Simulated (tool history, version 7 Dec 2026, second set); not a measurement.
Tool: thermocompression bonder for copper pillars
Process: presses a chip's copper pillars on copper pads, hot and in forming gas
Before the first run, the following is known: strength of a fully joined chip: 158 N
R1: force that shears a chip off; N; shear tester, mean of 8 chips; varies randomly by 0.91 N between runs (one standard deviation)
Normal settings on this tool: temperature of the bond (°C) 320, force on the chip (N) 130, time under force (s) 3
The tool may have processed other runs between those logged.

{"run": 1, "hour": 0.0, "temperature of the bond (°C)": 320, "force on the chip (N)": 130, "time under force (s)": 3, "R1": 90.8}
{"run": 2, "hour": 5.3, "temperature of the bond (°C)": 320, "force on the chip (N)": 130, "time under force (s)": 3, "R1": 90.3}
{"run": 3, "hour": 14.5, "temperature of the bond (°C)": 320, "force on the chip (N)": 130, "time under force (s)": 3, "R1": 90.3}
{"run": 4, "hour": 26.4, "temperature of the bond (°C)": 320, "force on the chip (N)": 130, "time under force (s)": 3, "R1": 90.8}
{"run": 5, "hour": 34.2, "temperature of the bond (°C)": 320, "force on the chip (N)": 135, "time under force (s)": 3, "R1": 92.5}
{"run": 6, "hour": 39.8, "temperature of the bond (°C)": 320, "force on the chip (N)": 135, "time under force (s)": 3, "R1": 92.7}
{"run": 7, "hour": 50.6, "temperature of the bond (°C)": 320, "force on the chip (N)": 130, "time under force (s)": 3, "R1": 90.4}
{"run": 8, "hour": 57.7, "temperature of the bond (°C)": 320, "force on the chip (N)": 130, "time under force (s)": 3, "R1": 89.8}
{"run": 9, "hour": 67.3, "temperature of the bond (°C)": 320, "force on the chip (N)": 130, "time under force (s)": 3, "R1": 88.8}
{"run": 10, "hour": 76.2, "temperature of the bond (°C)": 320, "force on the chip (N)": 130, "time under force (s)": 3, "R1": 87.4}
{"run": 11, "hour": 86.6, "temperature of the bond (°C)": 320, "force on the chip (N)": 130, "time under force (s)": 3, "R1": 90.4}
{"run": 12, "hour": 95.4, "temperature of the bond (°C)": 320, "force on the chip (N)": 147, "time under force (s)": 3, "R1": 100.7}
{"run": 13, "hour": 102.0, "temperature of the bond (°C)": 320, "force on the chip (N)": 147, "time under force (s)": 3, "R1": 99.2}
{"run": 14, "hour": 113.8, "temperature of the bond (°C)": 320, "force on the chip (N)": 130, "time under force (s)": 3, "R1": 91.7}
{"run": 15, "hour": 122.6, "temperature of the bond (°C)": 345, "force on the chip (N)": 130, "time under force (s)": 3, "R1": 107}
{"run": 16, "hour": 134.1, "temperature of the bond (°C)": 320, "force on the chip (N)": 130, "time under force (s)": 5, "R1": 103}
{"run": 17, "hour": 145.5, "temperature of the bond (°C)": 320, "force on the chip (N)": 130, "time under force (s)": 5, "R1": 104.7}
{"run": 18, "hour": 151.7, "temperature of the bond (°C)": 329, "force on the chip (N)": 185, "time under force (s)": 3, "R1": 122.2}
{"hour": 153.1, "done": "forming gas filter changed"}
{"run": 19, "hour": 162.3, "temperature of the bond (°C)": 329, "force on the chip (N)": 185, "time under force (s)": 3, "R1": 128.7}
{"hour": 164.9, "done": "heater calibrated with a thermocouple chip"}
{"run": 20, "hour": 174.0, "temperature of the bond (°C)": 329, "force on the chip (N)": 185, "time under force (s)": 3, "R1": 126}
{"run": 21, "hour": 186.9, "temperature of the bond (°C)": 329, "force on the chip (N)": 185, "time under force (s)": 3, "R1": 125.6}
{"run": 22, "hour": 197.7, "temperature of the bond (°C)": 329, "force on the chip (N)": 185, "time under force (s)": 3, "R1": 126.4}
{"run": 23, "hour": 207.3, "temperature of the bond (°C)": 329, "force on the chip (N)": 185, "time under force (s)": 3, "R1": 123.3}
{"run": 24, "hour": 214.7, "temperature of the bond (°C)": 347, "force on the chip (N)": 130, "time under force (s)": 8, "R1": 132.6}
{"run": 25, "hour": 226.3, "temperature of the bond (°C)": 318, "force on the chip (N)": 143, "time under force (s)": 5, "R1": 110}
{"run": 26, "hour": 231.8, "temperature of the bond (°C)": 323, "force on the chip (N)": 106, "time under force (s)": 8, "R1": 103.6}
{"hour": 236.6, "done": "heater calibrated with a thermocouple chip, once more"}
{"run": 27, "hour": 246.7, "temperature of the bond (°C)": 320, "force on the chip (N)": 165, "time under force (s)": 2, "R1": 107.4}
{"run": 28, "hour": 254.4, "temperature of the bond (°C)": 312, "force on the chip (N)": 155, "time under force (s)": 2, "R1": 95.1}
{"run": 29, "hour": 267.0, "temperature of the bond (°C)": 312, "force on the chip (N)": 155, "time under force (s)": 2, "R1": 95.3}
{"run": 30, "hour": 279.6, "temperature of the bond (°C)": 312, "force on the chip (N)": 155, "time under force (s)": 2, "R1": 93.9}
{"run": 31, "hour": 287.5, "temperature of the bond (°C)": 332, "force on the chip (N)": 82, "time under force (s)": 4, "R1": 76.4}
{"run": 32, "hour": 298.3, "temperature of the bond (°C)": 296, "force on the chip (N)": 180, "time under force (s)": 4, "R1": 113}
{"run": 33, "hour": 303.7, "temperature of the bond (°C)": 296, "force on the chip (N)": 180, "time under force (s)": 4, "R1": 114}

For some of the steps in R1 from one run to the next: how much would appear even if the tool had no hidden state, given the settings, what came in and random variation, and how much remains for the hidden state plus any gauge scatter that the measured result and the result without hidden state don't share?
The tool's hidden condition here consists of: true temperature of the bond over the reading, C; force that reaches the chip, % of what is set; oxide that the forming gas leaves, % of the face; drift of the gauge itself on shear_n, %.
Run 17 -> 18: temperature of the bond (°C) 320 -> 329, force on the chip (N) 130 -> 185, time under force (s) 5 -> 3. R1 +17.5 N: hidden state +0.4, all else +17.1.
Run 18 -> 19: forming gas filter changed. R1 +6.5 N: hidden state +3.8, all else +2.7.
Run 24 -> 25: temperature of the bond (°C) 347 -> 318, force on the chip (N) 130 -> 143, time under force (s) 8 -> 5. R1 -22.6 N: hidden state -2.4, all else -20.2.
Run 26 -> 27: temperature of the bond (°C) 323 -> 320, force on the chip (N) 106 -> 165, time under force (s) 8 -> 2, heater calibrated with a thermocouple chip, once more. R1 +3.8 N: hidden state +8.4, all else -4.6.
Run 31 -> 32: temperature of the bond (°C) 332 -> 296, force on the chip (N) 82 -> 180. R1 +36.6 N: hidden state -0.5, all else +37.1.

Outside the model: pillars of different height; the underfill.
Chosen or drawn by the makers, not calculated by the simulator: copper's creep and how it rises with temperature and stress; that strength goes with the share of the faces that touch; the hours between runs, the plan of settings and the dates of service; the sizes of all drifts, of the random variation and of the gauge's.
